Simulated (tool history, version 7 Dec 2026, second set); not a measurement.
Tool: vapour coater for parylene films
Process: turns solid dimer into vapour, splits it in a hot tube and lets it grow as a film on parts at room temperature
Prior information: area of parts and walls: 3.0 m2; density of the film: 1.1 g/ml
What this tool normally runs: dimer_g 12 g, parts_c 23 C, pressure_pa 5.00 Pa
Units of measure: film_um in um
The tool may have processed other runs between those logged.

| run | hour | dimer_g | parts_c | pressure_pa | film_um |
|---|---|---|---|---|---|
| 1 | 0.0 | 12 | 23 | 5.00 | 2.87 |
| 2 | 52.1 | 12 | 32 | 5.00 | 2.26 |
| 3 | 86.3 | 12 | 32 | 5.00 | 2.25 |
| 4 | 120.7 | 12 | 32 | 5.00 | 2.25 |
| 5 | 151.6 | 12 | 23 | 2.71 | 2.92 |
| 6 | 190.5 | 12 | 23 | 2.71 | 2.90 |
| 7 | 231.1 | 12 | 19 | 5.00 | 3.06 |
|  | 260.4 | table's thermometer calibrated |
| 8 | 279.6 | 12 | 19 | 5.00 | 3.02 |
| 9 | 304.3 | 12 | 19 | 5.00 | 3.03 |
| 10 | 352.3 | 12 | 23 | 5.00 | 2.71 |
| 11 | 405.0 | 12 | 23 | 5.00 | 2.68 |
|  | 459.3 | table's thermometer calibrated, once more |
| 12 | 460.9 | 12 | 23 | 5.00 | 2.54 |
| 13 | 491.6 | 12 | 23 | 5.00 | 2.52 |
| 14 | 532.6 | 19 | 23 | 5.00 | 3.95 |
|  | 541.1 | trap's valve overhauled |
| 15 | 577.7 | 19 | 23 | 5.00 | 4.50 |
| 16 | 612.5 | 19 | 23 | 5.00 | 4.42 |
| 17 | 654.5 | 19 | 23 | 5.00 | 4.46 |
| 18 | 688.0 | 19 | 23 | 5.00 | 4.40 |
| 19 | 723.1 | 12 | 23 | 5.00 | 2.76 |
| 20 | 754.6 | 12 | 23 | 5.00 | 2.73 |
| 21 | 811.0 | 12 | 23 | 5.00 | 2.71 |
| 22 | 867.6 | 12 | 23 | 5.00 | 2.63 |
| 23 | 908.7 | 12 | 23 | 5.00 | 2.64 |
| 24 | 952.4 | 11 | 28 | 2.89 | 2.19 |
| 25 | 999.1 | 6 | 28 | 2.89 | 1.16 |
| 26 | 1045.9 | 6 | 28 | 2.89 | 1.17 |
| 27 | 1077.2 | 18 | 23 | 3.68 | 3.84 |
|  | 1105.0 | trap's valve overhauled |
| 28 | 1105.0 | 18 | 23 | 3.68 | 4.42 |
| 29 | 1153.5 | 18 | 23 | 2.72 | 4.55 |
| 30 | 1191.8 | 16 | 21 | 5.31 | 3.96 |
| 31 | 1247.7 | 17 | 26 | 4.48 | 3.67 |
| 32 | 1302.3 | 12 | 26 | 4.98 | 2.51 |
| 33 | 1330.2 | 12 | 26 | 4.98 | 2.55 |
| 34 | 1375.3 | 18 | 17 | 5.45 | 4.77 |
| 35 | 1413.2 | 18 | 17 | 5.45 | 4.66 |
| 36 | 1443.0 | 5 | 18 | 5.00 | 1.28 |
| 37 | 1479.3 | 12 | 18 | 8.82 | 2.92 |
| 38 | 1506.8 | 18 | 23 | 5.00 | 3.97 |
| 39 | 1541.6 | 5 | 16 | 5.00 | 1.33 |
| 40 | 1569.4 | 5 | 16 | 5.00 | 1.31 |
| 41 | 1595.5 | 5 | 16 | 5.00 | 1.31 |
| 42 | 1621.7 | 9 | 29 | 8.87 | 1.58 |
|  | 1668.2 | trap's valve overhauled |
| 43 | 1678.5 | 9 | 29 | 8.87 | 1.76 |
| 44 | 1715.8 | 11 | 26 | 5.00 | 2.46 |
| 45 | 1763.7 | 11 | 26 | 5.00 | 2.39 |
| 46 | 1788.3 | 12 | 28 | 5.00 | 2.49 |

Alternative continuations, all from the tool just after run 46; predict every row:
| A | 1813.8 | 12 | 26 | 8.80 | ? |
| B | 1813.8 | 12 | 28 | 2.05 | ? |
| C | 1813.8 | 10 | 21 | 5.00 | ? |

| run | film_um |
|---|---|
| A | 2.50 |
| B | 2.65 |
| C | 2.47 |
Had the tool no hidden state, the same runs would have come out as:
| run | film_um |
|---|---|
| A | 2.55 |
| B | 2.70 |
| C | 2.53 |

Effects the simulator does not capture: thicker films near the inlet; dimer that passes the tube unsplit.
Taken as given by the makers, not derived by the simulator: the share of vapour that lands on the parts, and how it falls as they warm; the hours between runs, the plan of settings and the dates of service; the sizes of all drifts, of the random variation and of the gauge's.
